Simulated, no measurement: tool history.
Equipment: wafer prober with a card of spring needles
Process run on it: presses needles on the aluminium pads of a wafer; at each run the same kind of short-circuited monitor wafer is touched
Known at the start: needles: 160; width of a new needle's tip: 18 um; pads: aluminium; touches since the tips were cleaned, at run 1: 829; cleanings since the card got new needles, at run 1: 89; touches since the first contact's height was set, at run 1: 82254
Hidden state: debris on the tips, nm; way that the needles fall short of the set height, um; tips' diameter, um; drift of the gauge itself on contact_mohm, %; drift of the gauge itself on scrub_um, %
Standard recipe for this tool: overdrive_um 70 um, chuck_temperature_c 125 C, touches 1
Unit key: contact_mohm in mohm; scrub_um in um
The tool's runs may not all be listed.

| run | hour | overdrive_um | chuck_temperature_c | touches | touches since the tips were cleaned | cleanings since the card got new needles | touches since the first contact's height was set | contact_mohm | scrub_um |
|---|---|---|---|---|---|---|---|---|---|
| 1 | 0 | 70 | 125 | 1 | 829 | 89 | 82254 | 224 | 18.13 |
|  | 5.5 | tips cleaned on abrasive film |
|  | 14.6 | tips cleaned on abrasive film |
| 2 | 19.7 | 70 | 125 | 1 | 2246 | 91 | 90806 | 227 | 18.14 |
|  | 23.5 | tips cleaned on abrasive film |
|  | 32.6 | tips cleaned on abrasive film |
|  | 41.7 | tips cleaned on abrasive film |
| 3 | 44 | 70 | 125 | 1 | 996 | 94 | 101289 | 229 | 18.14 |
|  | 49.5 | tips cleaned on abrasive film |
|  | 56.8 | tips cleaned on abrasive film |
|  | 66 | tips cleaned on abrasive film |
|  | 73.3 | tips cleaned on abrasive film |
| 4 | 77.7 | 70 | 125 | 1 | 1929 | 98 | 115866 | 225 | 18.15 |
|  | 81.4 | tips cleaned on abrasive film |
|  | 90.5 | tips cleaned on abrasive film |
|  | 99.7 | tips cleaned on abrasive film |
| 5 | 103.9 | 70 | 72 | 1 | 1833 | 101 | 127185 | 215 | 18.14 |
|  | 107.6 | tips cleaned on abrasive film |
|  | 109.7 | height of the first contact set anew |
|  | 117 | tips cleaned on abrasive film |
| 6 | 122 | 70 | 125 | 1 | 2200 | 103 | 5363 | 226 | 18.15 |
|  | 125.7 | tips cleaned on abrasive film |
|  | 134.9 | tips cleaned on abrasive film |
|  | 144 | tips cleaned on abrasive film |
| 7 | 147.9 | 70 | 125 | 1 | 1683 | 106 | 16532 | 228 | 18.19 |
|  | 151.6 | tips cleaned on abrasive film |
|  | 160.6 | tips cleaned on abrasive film |
|  | 169.8 | tips cleaned on abrasive film |
|  | 177.1 | tips cleaned on abrasive film |
|  | 186.2 | tips cleaned on abrasive film |
| 8 | 190.8 | 70 | 125 | 1 | 1978 | 111 | 35090 | 227 | 18.22 |
|  | 194.5 | tips cleaned on abrasive film |
|  | 203.6 | tips cleaned on abrasive film |
|  | 210.9 | tips cleaned on abrasive film |
|  | 220.1 | tips cleaned on abrasive film |
| 9 | 223.5 | 70 | 70 | 1 | 1501 | 115 | 49238 | 216 | 18.19 |
|  | 229 | tips cleaned on abrasive film |
|  | 238.1 | tips cleaned on abrasive film |
|  | 245.5 | tips cleaned on abrasive film |
| 10 | 245.7 | 79 | 125 | 1 | 122 | 118 | 58847 | 223 | 20.57 |
|  | 253.1 | tips cleaned on abrasive film |
|  | 262.2 | tips cleaned on abrasive film |
|  | 269.5 | tips cleaned on abrasive film |
|  | 278.6 | tips cleaned on abrasive film |
| 11 | 284.7 | 79 | 125 | 1 | 2659 | 122 | 75721 | 224 | 20.6 |
|  | 286.6 | tips cleaned on abrasive film |
|  | 295.7 | tips cleaned on abrasive film |
|  | 304.9 | tips cleaned on abrasive film |
|  | 312.2 | tips cleaned on abrasive film |
|  | 321.3 | tips cleaned on abrasive film |
| 12 | 327.9 | 70 | 125 | 2 | 2876 | 127 | 94408 | 229 | 18.25 |
|  | 329.8 | tips cleaned on abrasive film |
|  | 337.1 | tips cleaned on abrasive film |
|  | 346.3 | tips cleaned on abrasive film |
| 13 | 349.7 | 70 | 125 | 2 | 1499 | 130 | 103813 | 228 | 18.31 |
|  | 355.2 | tips cleaned on abrasive film |
|  | 362.5 | tips cleaned on abrasive film |
|  | 371.7 | tips cleaned on abrasive film |
| 14 | 376.9 | 70 | 125 | 2 | 2293 | 133 | 115592 | 226 | 18.31 |
|  | 380.6 | tips cleaned on abrasive film |
|  | 389.7 | tips cleaned on abrasive film |
|  | 398.9 | tips cleaned on abrasive film |
| 15 | 401.5 | 70 | 125 | 2 | 1167 | 136 | 126244 | 226 | 18.31 |
|  | 407 | tips cleaned on abrasive film |
|  | 411 | height of the first contact set anew |
|  | 416.4 | tips cleaned on abrasive film |
|  | 425.5 | tips cleaned on abrasive film |
| 16 | 430.1 | 73 | 125 | 2 | 1982 | 139 | 8272 | 224 | 19.11 |
|  | 433.8 | tips cleaned on abrasive film |
|  | 442.9 | tips cleaned on abrasive film |
| 17 | 448.5 | 73 | 125 | 2 | 2469 | 141 | 16273 | 225 | 19.2 |
|  | 450.4 | tips cleaned on abrasive film |
|  | 459.6 | tips cleaned on abrasive film |
|  | 468.6 | tips cleaned on abrasive film |
| 18 | 474.7 | 73 | 125 | 2 | 2652 | 144 | 27588 | 225 | 19.1 |
|  | 476.6 | tips cleaned on abrasive film |
|  | 485.7 | tips cleaned on abrasive film |
|  | 494.9 | tips cleaned on abrasive film |
| 19 | 496.5 | 71 | 86 | 1 | 703 | 147 | 36985 | 216 | 18.65 |
|  | 503.8 | tips cleaned on abrasive film |
|  | 512.9 | tips cleaned on abrasive film |
|  | 522.1 | tips cleaned on abrasive film |
| 20 | 526.2 | 77 | 86 | 1 | 1837 | 150 | 49888 | 218 | 20.16 |
|  | 530 | tips cleaned on abrasive film |
|  | 537.3 | tips cleaned on abrasive film |
|  | 546.4 | tips cleaned on abrasive film |
|  | 555.5 | tips cleaned on abrasive film |
| 21 | 558.7 | 77 | 86 | 1 | 1393 | 154 | 63918 | 217 | 20.21 |
|  | 564.2 | tips cleaned on abrasive film |
|  | 573.4 | tips cleaned on abrasive film |
|  | 582.5 | tips cleaned on abrasive film |
|  | 591.6 | tips cleaned on abrasive film |
| 22 | 598.1 | 55 | 34 | 1 | 2828 | 158 | 80975 | 209 | 14.42 |
|  | 600 | tips cleaned on abrasive film |
|  | 607.3 | tips cleaned on abrasive film |
|  | 616.4 | tips cleaned on abrasive film |
|  | 625.6 | tips cleaned on abrasive film |
| 23 | 631.3 | 82 | 76 | 1 | 2491 | 162 | 95323 | 212 | 21.58 |
|  | 633.2 | tips cleaned on abrasive film |
|  | 642.3 | tips cleaned on abrasive film |
|  | 651.4 | tips cleaned on abrasive film |
|  | 660.5 | tips cleaned on abrasive film |
| 24 | 660.8 | 62 | 77 | 2 | 122 | 166 | 108063 | 216 | 16.28 |
|  | 668.1 | tips cleaned on abrasive film |
|  | 677.2 | tips cleaned on abrasive film |
|  | 686.3 | tips cleaned on abrasive film |
|  | 695.5 | tips cleaned on abrasive film |
| 25 | 699.3 | 54 | 59 | 1 | 1689 | 170 | 124759 | 214 | 14.21 |
|  | 703 | tips cleaned on abrasive film |
|  | 710.5 | height of the first contact set anew |
|  | 712.4 | tips cleaned on abrasive film |
|  | 719.7 | tips cleaned on abrasive film |
|  | 728.9 | tips cleaned on abrasive film |
|  | 738 | tips cleaned on abrasive film |
| 26 | 739.3 | 75 | 35 | 1 | 581 | 175 | 12430 | 205 | 19.76 |
|  | 746.6 | tips cleaned on abrasive film |
|  | 755.8 | tips cleaned on abrasive film |
|  | 764.9 | tips cleaned on abrasive film |
|  | 774 | tips cleaned on abrasive film |
| 27 | 775.8 | 76 | 112 | 1 | 777 | 179 | 28227 | 223 | 20.1 |
|  | 783.1 | tips cleaned on abrasive film |
|  | 792.2 | tips cleaned on abrasive film |
|  | 799.5 | tips cleaned on abrasive film |
| 28 | 805.1 | 66 | 81 | 1 | 2447 | 182 | 40917 | 216 | 17.43 |

Hidden state at the last listed run before each entry between runs and at the first one after, where it differs:
Logged between run 1 and run 2: tips cleaned on abrasive film (hour 5.5); tips cleaned on abrasive film (hour 14.6)
  debris on the tips, nm: 0.6 -> 1.1; drift of the gauge itself on scrub_um, %: 0 -> 0.05
  difference, measured minus the result without the unlogged condition, scrub_um: -0.02 -> -0.01 um
Logged between run 2 and run 3: tips cleaned on abrasive film (hour 23.5); tips cleaned on abrasive film (hour 32.6); tips cleaned on abrasive film (hour 41.7)
  debris on the tips, nm: 1.1 -> 0.5; way that the needles fall short of the set height, um: 0.04 -> 0.05; drift of the gauge itself on scrub_um, %: 0.05 -> 0.11
  difference, measured minus the result without the unlogged condition, scrub_um: -0.01 -> +0.01 um
Logged between run 3 and run 4: tips cleaned on abrasive film (hour 49.5); tips cleaned on abrasive film (hour 56.8); tips cleaned on abrasive film (hour 66); tips cleaned on abrasive film (hour 73.3)
  debris on the tips, nm: 0.5 -> 0.9; way that the needles fall short of the set height, um: 0.05 -> 0.06; tips' diameter, um: 18.06 -> 18.07; drift of the gauge itself on scrub_um, %: 0.11 -> 0.2
  difference, measured minus the result without the unlogged condition, scrub_um: +0.01 -> +0.02 um
Logged between run 4 and run 5: tips cleaned on abrasive film (hour 81.4); tips cleaned on abrasive film (hour 90.5); tips cleaned on abrasive film (hour 99.7)
  drift of the gauge itself on scrub_um, %: 0.2 -> 0.26
  difference, measured minus the result without the unlogged condition, scrub_um: +0.02 -> +0.03 um
Logged between run 5 and run 6: tips cleaned on abrasive film (hour 107.6); height of the first contact set anew (hour 109.7); tips cleaned on abrasive film (hour 117)
  debris on the tips, nm: 0.9 -> 1.1; way that the needles fall short of the set height, um: 0.06 -> 0; drift of the gauge itself on scrub_um, %: 0.26 -> 0.31
  difference, measured minus the result without the unlogged condition, scrub_um: +0.03 -> +0.06 um
Logged between run 6 and run 7: tips cleaned on abrasive film (hour 125.7); tips cleaned on abrasive film (hour 134.9); tips cleaned on abrasive film (hour 144)
  debris on the tips, nm: 1.1 -> 1; way that the needles fall short of the set height, um: 0 -> 0.01; drift of the gauge itself on scrub_um, %: 0.31 -> 0.37
  difference, measured minus the result without the unlogged condition, scrub_um: +0.06 -> +0.07 um
Logged between run 7 and run 8: tips cleaned on abrasive film (hour 151.6); tips cleaned on abrasive film (hour 160.6); tips cleaned on abrasive film (hour 169.8); tips cleaned on abrasive film (hour 177.1); tips cleaned on abrasive film (hour 186.2)
  way that the needles fall short of the set height, um: 0.01 -> 0.02; drift of the gauge itself on scrub_um, %: 0.37 -> 0.48
  difference, measured minus the result without the unlogged condition, scrub_um: +0.07 -> +0.08 um
Logged between run 8 and run 9: tips cleaned on abrasive film (hour 194.5); tips cleaned on abrasive film (hour 203.6); tips cleaned on abrasive film (hour 210.9); tips cleaned on abrasive film (hour 220.1)
  debris on the tips, nm: 1 -> 0.9; way that the needles fall short of the set height, um: 0.02 -> 0.03; tips' diameter, um: 18.07 -> 18.08; drift of the gauge itself on scrub_um, %: 0.48 -> 0.56
  difference, measured minus the result without the unlogged condition, scrub_um: +0.08 -> +0.09 um
Logged between run 9 and run 10: tips cleaned on abrasive film (hour 229); tips cleaned on abrasive film (hour 238.1); tips cleaned on abrasive film (hour 245.5)
  debris on the tips, nm: 0.9 -> 0.2; drift of the gauge itself on scrub_um, %: 0.56 -> 0.62
  difference, measured minus the result without the unlogged condition, scrub_um: +0.09 -> +0.12 um
Logged between run 10 and run 11: tips cleaned on abrasive film (hour 253.1); tips cleaned on abrasive film (hour 262.2); tips cleaned on abrasive film (hour 269.5); tips cleaned on abrasive film (hour 278.6)
  debris on the tips, nm: 0.2 -> 1.2; way that the needles fall short of the set height, um: 0.03 -> 0.04; drift of the gauge itself on scrub_um, %: 0.62 -> 0.72
  difference, measured minus the result without the unlogged condition, scrub_um: +0.12 -> +0.14 um
Logged between run 11 and run 12: tips cleaned on abrasive film (hour 286.6); tips cleaned on abrasive film (hour 295.7); tips cleaned on abrasive film (hour 304.9); tips cleaned on abrasive film (hour 312.2); tips cleaned on abrasive film (hour 321.3)
  debris on the tips, nm: 1.2 -> 1.4; way that the needles fall short of the set height, um: 0.04 -> 0.05; drift of the gauge itself on scrub_um, %: 0.72 -> 0.82
  difference, measured minus the result without the unlogged condition, scrub_um: +0.14 -> +0.14 um
Logged between run 12 and run 13: tips cleaned on abrasive film (hour 329.8); tips cleaned on abrasive film (hour 337.1); tips cleaned on abrasive film (hour 346.3)
  debris on the tips, nm: 1.4 -> 0.8; tips' diameter, um: 18.08 -> 18.09; drift of the gauge itself on scrub_um, %: 0.82 -> 0.88
  difference, measured minus the result without the unlogged condition, scrub_um: +0.14 -> +0.14 um
Logged between run 13 and run 14: tips cleaned on abrasive film (hour 355.2); tips cleaned on abrasive film (hour 362.5); tips cleaned on abrasive film (hour 371.7)
  debris on the tips, nm: 0.8 -> 1.1; way that the needles fall short of the set height, um: 0.05 -> 0.06; drift of the gauge itself on scrub_um, %: 0.88 -> 0.95
  difference, measured minus the result without the unlogged condition, scrub_um: +0.14 -> +0.15 um
Logged between run 14 and run 15: tips cleaned on abrasive film (hour 380.6); tips cleaned on abrasive film (hour 389.7); tips cleaned on abrasive film (hour 398.9)
  debris on the tips, nm: 1.1 -> 0.7; drift of the gauge itself on scrub_um, %: 0.95 -> 1.01
  difference, measured minus the result without the unlogged condition, scrub_um: +0.15 -> +0.17 um
Logged between run 15 and run 16: tips cleaned on abrasive film (hour 407); height of the first contact set anew (hour 411); tips cleaned on abrasive film (hour 416.4); tips cleaned on abrasive film (hour 425.5)
  debris on the tips, nm: 0.7 -> 1; way that the needles fall short of the set height, um: 0.06 -> 0; drift of the gauge itself on scrub_um, %: 1.01 -> 1.08
  difference, measured minus the result without the unlogged condition, scrub_um: +0.17 -> +0.2 um
Logged between run 16 and run 17: tips cleaned on abrasive film (hour 433.8); tips cleaned on abrasive film (hour 442.9)
  debris on the tips, nm: 1 -> 1.2; way that the needles fall short of the set height, um: 0 -> 0.01; drift of the gauge itself on scrub_um, %: 1.08 -> 1.13
  difference, measured minus the result without the unlogged condition, scrub_um: +0.2 -> +0.21 um
Logged between run 17 and run 18: tips cleaned on abrasive film (hour 450.4); tips cleaned on abrasive film (hour 459.6); tips cleaned on abrasive film (hour 468.6)
  tips' diameter, um: 18.09 -> 18.1; drift of the gauge itself on scrub_um, %: 1.13 -> 1.19
  difference, measured minus the result without the unlogged condition, scrub_um: +0.21 -> +0.23 um
Logged between run 18 and run 19: tips cleaned on abrasive film (hour 476.6); tips cleaned on abrasive film (hour 485.7); tips cleaned on abrasive film (hour 494.9)
  debris on the tips, nm: 1.2 -> 0.4; way that the needles fall short of the set height, um: 0.01 -> 0.02; drift of the gauge itself on scrub_um, %: 1.19 -> 1.25
  difference, measured minus the result without the unlogged condition, scrub_um: +0.23 -> +0.22 um
Logged between run 19 and run 20: tips cleaned on abrasive film (hour 503.8); tips cleaned on abrasive film (hour 512.9); tips cleaned on abrasive film (hour 522.1)
  debris on the tips, nm: 0.4 -> 0.9; drift of the gauge itself on scrub_um, %: 1.25 -> 1.32
  difference, measured minus the result without the unlogged condition, scrub_um: +0.22 -> +0.26 um
Logged between run 20 and run 21: tips cleaned on abrasive film (hour 530); tips cleaned on abrasive film (hour 537.3); tips cleaned on abrasive film (hour 546.4); tips cleaned on abrasive film (hour 555.5)
  debris on the tips, nm: 0.9 -> 0.7; way that the needles fall short of the set height, um: 0.02 -> 0.03; drift of the gauge itself on scrub_um, %: 1.32 -> 1.4
  difference, measured minus the result without the unlogged condition, scrub_um: +0.26 -> +0.27 um
Logged between run 21 and run 22: tips cleaned on abrasive film (hour 564.2); tips cleaned on abrasive film (hour 573.4); tips cleaned on abrasive film (hour 582.5); tips cleaned on abrasive film (hour 591.6)
  debris on the tips, nm: 0.7 -> 1.3; way that the needles fall short of the set height, um: 0.03 -> 0.04; drift of the gauge itself on scrub_um, %: 1.4 -> 1.5
  difference, measured minus the result without the unlogged condition, scrub_um: +0.27 -> +0.2 um
Logged between run 22 and run 23: tips cleaned on abrasive film (hour 600); tips cleaned on abrasive film (hour 607.3); tips cleaned on abrasive film (hour 616.4); tips cleaned on abrasive film (hour 625.6)
  debris on the tips, nm: 1.3 -> 1.2; tips' diameter, um: 18.1 -> 18.11; drift of the gauge itself on scrub_um, %: 1.5 -> 1.59
  difference, measured minus the result without the unlogged condition, scrub_um: +0.2 -> +0.33 um
Logged between run 23 and run 24: tips cleaned on abrasive film (hour 633.2); tips cleaned on abrasive film (hour 642.3); tips cleaned on abrasive film (hour 651.4); tips cleaned on abrasive film (hour 660.5)
  debris on the tips, nm: 1.2 -> 0.2; way that the needles fall short of the set height, um: 0.04 -> 0.05; drift of the gauge itself on scrub_um, %: 1.59 -> 1.66
  difference, measured minus the result without the unlogged condition, scrub_um: +0.33 -> +0.25 um
Logged between run 24 and run 25: tips cleaned on abrasive film (hour 668.1); tips cleaned on abrasive film (hour 677.2); tips cleaned on abrasive film (hour 686.3); tips cleaned on abrasive film (hour 695.5)
  debris on the tips, nm: 0.2 -> 0.9; way that the needles fall short of the set height, um: 0.05 -> 0.06; drift of the gauge itself on scrub_um, %: 1.66 -> 1.76
  difference, measured minus the result without the unlogged condition, scrub_um: +0.25 -> +0.23 um
Logged between run 25 and run 26: tips cleaned on abrasive film (hour 703); height of the first contact set anew (hour 710.5); tips cleaned on abrasive film (hour 712.4); tips cleaned on abrasive film (hour 719.7); tips cleaned on abrasive film (hour 728.9); tips cleaned on abrasive film (hour 738)
  debris on the tips, nm: 0.9 -> 0.5; way that the needles fall short of the set height, um: 0.06 -> 0.01; tips' diameter, um: 18.11 -> 18.12; drift of the gauge itself on scrub_um, %: 1.76 -> 1.86
  difference, measured minus the result without the unlogged condition, scrub_um: +0.23 -> +0.35 um
Logged between run 26 and run 27: tips cleaned on abrasive film (hour 746.6); tips cleaned on abrasive film (hour 755.8); tips cleaned on abrasive film (hour 764.9); tips cleaned on abrasive film (hour 774)
  drift of the gauge itself on scrub_um, %: 1.86 -> 1.95
  difference, measured minus the result without the unlogged condition, scrub_um: +0.35 -> +0.38 um
Logged between run 27 and run 28: tips cleaned on abrasive film (hour 783.1); tips cleaned on abrasive film (hour 792.2); tips cleaned on abrasive film (hour 799.5)
  debris on the tips, nm: 0.5 -> 1.1; way that the needles fall short of the set height, um: 0.01 -> 0.02; drift of the gauge itself on scrub_um, %: 1.95 -> 2.02
  difference, measured minus the result without the unlogged condition, scrub_um: +0.38 -> +0.34 um
